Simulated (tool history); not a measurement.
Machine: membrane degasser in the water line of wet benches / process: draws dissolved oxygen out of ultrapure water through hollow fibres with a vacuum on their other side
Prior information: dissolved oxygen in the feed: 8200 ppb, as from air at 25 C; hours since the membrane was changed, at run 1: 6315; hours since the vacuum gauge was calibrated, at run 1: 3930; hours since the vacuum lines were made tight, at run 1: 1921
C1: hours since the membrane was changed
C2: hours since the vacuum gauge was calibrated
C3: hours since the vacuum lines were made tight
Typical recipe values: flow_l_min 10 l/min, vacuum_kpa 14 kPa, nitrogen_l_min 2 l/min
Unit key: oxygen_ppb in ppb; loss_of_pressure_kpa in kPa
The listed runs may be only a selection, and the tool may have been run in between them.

run 1 day=0 | flow_l_min=10 vacuum_kpa=14 nitrogen_l_min=2 | C1=6315 C2=3930 C3=1921 | oxygen_ppb=462 loss_of_pressure_kpa=37.5
run 2 day=4.192 | flow_l_min=10 vacuum_kpa=14 nitrogen_l_min=2 | C1=6415 C2=4031 C3=2022 | oxygen_ppb=473.2 loss_of_pressure_kpa=37.6
run 3 day=7.546 | flow_l_min=10 vacuum_kpa=14 nitrogen_l_min=2 | C1=6496 C2=4111 C3=2102 | oxygen_ppb=469 loss_of_pressure_kpa=37.63
run 4 day=12.021 | flow_l_min=10 vacuum_kpa=14 nitrogen_l_min=2 | C1=6603 C2=4218 C3=2210 | oxygen_ppb=464 loss_of_pressure_kpa=37.81
run 5 day=18.708 | flow_l_min=10 vacuum_kpa=14 nitrogen_l_min=2 | C1=6764 C2=4379 C3=2370 | oxygen_ppb=473.1 loss_of_pressure_kpa=37.49
run 6 day=23.421 | flow_l_min=10 vacuum_kpa=14 nitrogen_l_min=2 | C1=6877 C2=4492 C3=2483 | oxygen_ppb=475.5 loss_of_pressure_kpa=37.76
-- day=24.467 vacuum gauge calibrated
run 7 day=29.183 | flow_l_min=10 vacuum_kpa=14 nitrogen_l_min=2 | C1=7014 C2=113 C3=2621 | oxygen_ppb=483.9 loss_of_pressure_kpa=38.03
run 8 day=32.404 | flow_l_min=10 vacuum_kpa=14 nitrogen_l_min=2 | C1=7092 C2=190 C3=2698 | oxygen_ppb=482.7 loss_of_pressure_kpa=37.73
run 9 day=37.792 | flow_l_min=10 vacuum_kpa=14 nitrogen_l_min=2 | C1=7221 C2=320 C3=2828 | oxygen_ppb=473.5 loss_of_pressure_kpa=37.84
run 10 day=42.371 | flow_l_min=10 vacuum_kpa=14 nitrogen_l_min=2 | C1=7331 C2=430 C3=2938 | oxygen_ppb=485.8 loss_of_pressure_kpa=37.73
run 11 day=46.925 | flow_l_min=10 vacuum_kpa=14 nitrogen_l_min=2 | C1=7440 C2=539 C3=3047 | oxygen_ppb=480.1 loss_of_pressure_kpa=37.87
run 12 day=53.317 | flow_l_min=10 vacuum_kpa=32 nitrogen_l_min=2 | C1=7594 C2=692 C3=3200 | oxygen_ppb=671.7 loss_of_pressure_kpa=38.01
-- day=55.179 vacuum gauge calibrated, once more
run 13 day=60.379 | flow_l_min=10 vacuum_kpa=32 nitrogen_l_min=2 | C1=7763 C2=125 C3=3369 | oxygen_ppb=672.1 loss_of_pressure_kpa=37.97
run 14 day=63.458 | flow_l_min=10 vacuum_kpa=32 nitrogen_l_min=2 | C1=7837 C2=199 C3=3443 | oxygen_ppb=667.2 loss_of_pressure_kpa=38.19
run 15 day=67.579 | flow_l_min=10 vacuum_kpa=32 nitrogen_l_min=2 | C1=7935 C2=298 C3=3542 | oxygen_ppb=663.9 loss_of_pressure_kpa=38.2
run 16 day=71.671 | flow_l_min=10 vacuum_kpa=14 nitrogen_l_min=2.69 | C1=8034 C2=396 C3=3640 | oxygen_ppb=443.4 loss_of_pressure_kpa=37.97
run 17 day=78.167 | flow_l_min=10 vacuum_kpa=14 nitrogen_l_min=2.69 | C1=8190 C2=552 C3=3796 | oxygen_ppb=451.8 loss_of_pressure_kpa=38.27
run 18 day=81.371 | flow_l_min=16 vacuum_kpa=13.5 nitrogen_l_min=0.94 | C1=8266 C2=629 C3=3873 | oxygen_ppb=1163.9 loss_of_pressure_kpa=61.22
run 19 day=87.329 | flow_l_min=10 vacuum_kpa=9 nitrogen_l_min=0.94 | C1=8409 C2=772 C3=4016 | oxygen_ppb=503.6 loss_of_pressure_kpa=37.96
run 20 day=91.333 | flow_l_min=10 vacuum_kpa=9 nitrogen_l_min=0.94 | C1=8506 C2=868 C3=4112 | oxygen_ppb=501.7 loss_of_pressure_kpa=38.56
run 21 day=98.146 | flow_l_min=7 vacuum_kpa=29.5 nitrogen_l_min=2 | C1=8669 C2=1031 C3=4276 | oxygen_ppb=382.7 loss_of_pressure_kpa=26.72
run 22 day=105.338 | flow_l_min=10 vacuum_kpa=14 nitrogen_l_min=1.12 | C1=8842 C2=1204 C3=4448 | oxygen_ppb=585.1 loss_of_pressure_kpa=38.91
run 23 day=109.054 | flow_l_min=9 vacuum_kpa=18 nitrogen_l_min=3.48 | C1=8931 C2=1293 C3=4538 | oxygen_ppb=384.8 loss_of_pressure_kpa=34.67
run 24 day=112.883 | flow_l_min=7 vacuum_kpa=23.1 nitrogen_l_min=1.9 | C1=9023 C2=1385 C3=4629 | oxygen_ppb=334.7 loss_of_pressure_kpa=26.83
run 25 day=116.496 | flow_l_min=11 vacuum_kpa=30.2 nitrogen_l_min=2 | C1=9109 C2=1472 C3=4716 | oxygen_ppb=763.1 loss_of_pressure_kpa=42.34
run 26 day=123.129 | flow_l_min=7 vacuum_kpa=14 nitrogen_l_min=2 | C1=9269 C2=1631 C3=4875 | oxygen_ppb=254.6 loss_of_pressure_kpa=27.26
run 27 day=129.392 | flow_l_min=10 vacuum_kpa=9.6 nitrogen_l_min=2 | C1=9419 C2=1781 C3=5026 | oxygen_ppb=446.1 loss_of_pressure_kpa=38.78
run 28 day=134.738 | flow_l_min=15 vacuum_kpa=14 nitrogen_l_min=2 | C1=9547 C2=1909 C3=5154 | oxygen_ppb=944.3 loss_of_pressure_kpa=58.25
run 29 day=140.938 | flow_l_min=15 vacuum_kpa=14 nitrogen_l_min=2 | C1=9696 C2=2058 C3=5303 | oxygen_ppb=937.9 loss_of_pressure_kpa=58.21
run 30 day=144.821 | flow_l_min=15 vacuum_kpa=14 nitrogen_l_min=2.39 | C1=9789 C2=2151 C3=5396 | oxygen_ppb=906.3 loss_of_pressure_kpa=58.09
run 31 day=149.375 | flow_l_min=15 vacuum_kpa=14 nitrogen_l_min=2.39 | C1=9899 C2=2261 C3=5505 | oxygen_ppb=916 loss_of_pressure_kpa=58.43
run 32 day=153.525 | flow_l_min=10 vacuum_kpa=18.7 nitrogen_l_min=1.04 | C1=9998 C2=2360 C3=5605 | oxygen_ppb=712.7 loss_of_pressure_kpa=39.08
run 33 day=160.433 | flow_l_min=15 vacuum_kpa=21 nitrogen_l_min=2.23 | C1=10164 C2=2526 C3=5771 | oxygen_ppb=1024.2 loss_of_pressure_kpa=58.66

Results per run with the tool's hidden condition removed, run-to-run variation unchanged:
Hidden state at play: membrane still open, %; true pressure behind the membrane over the reading, kPa; air that leaks in behind the membrane, l/min; drift of the gauge itself on oxygen_ppb, %; drift of the gauge itself on loss_of_pressure_kpa, %.
run=1 oxygen_ppb=402.2 loss_of_pressure_kpa=35.45
run=2 oxygen_ppb=410.9 loss_of_pressure_kpa=35.53
run=3 oxygen_ppb=406.4 loss_of_pressure_kpa=35.52
run=4 oxygen_ppb=401 loss_of_pressure_kpa=35.66
run=5 oxygen_ppb=407.2 loss_of_pressure_kpa=35.29
run=6 oxygen_ppb=408.3 loss_of_pressure_kpa=35.52
run=7 oxygen_ppb=411.1 loss_of_pressure_kpa=35.73
run=8 oxygen_ppb=409.4 loss_of_pressure_kpa=35.4
run=9 oxygen_ppb=400.3 loss_of_pressure_kpa=35.48
run=10 oxygen_ppb=409.7 loss_of_pressure_kpa=35.32
run=11 oxygen_ppb=403.9 loss_of_pressure_kpa=35.42
run=12 oxygen_ppb=595.9 loss_of_pressure_kpa=35.52
run=13 oxygen_ppb=601.5 loss_of_pressure_kpa=35.42
run=14 oxygen_ppb=596.2 loss_of_pressure_kpa=35.6
run=15 oxygen_ppb=592.3 loss_of_pressure_kpa=35.59
run=16 oxygen_ppb=369.5 loss_of_pressure_kpa=35.32
run=17 oxygen_ppb=375 loss_of_pressure_kpa=35.56
run=18 oxygen_ppb=1033 loss_of_pressure_kpa=56.84
run=19 oxygen_ppb=421.9 loss_of_pressure_kpa=35.18
run=20 oxygen_ppb=419.3 loss_of_pressure_kpa=35.72
run=21 oxygen_ppb=335.2 loss_of_pressure_kpa=24.71
run=22 oxygen_ppb=498.8 loss_of_pressure_kpa=35.96
run=23 oxygen_ppb=312.1 loss_of_pressure_kpa=31.97
run=24 oxygen_ppb=285.9 loss_of_pressure_kpa=24.72
run=25 oxygen_ppb=665.9 loss_of_pressure_kpa=38.99
run=26 oxygen_ppb=204.8 loss_of_pressure_kpa=25.08
run=27 oxygen_ppb=354.6 loss_of_pressure_kpa=35.62
run=28 oxygen_ppb=795 loss_of_pressure_kpa=53.43
run=29 oxygen_ppb=787.3 loss_of_pressure_kpa=53.31
run=30 oxygen_ppb=755.2 loss_of_pressure_kpa=53.14
run=31 oxygen_ppb=761.6 loss_of_pressure_kpa=53.4
run=32 oxygen_ppb=611.4 loss_of_pressure_kpa=35.71
run=33 oxygen_ppb=866.9 loss_of_pressure_kpa=53.47
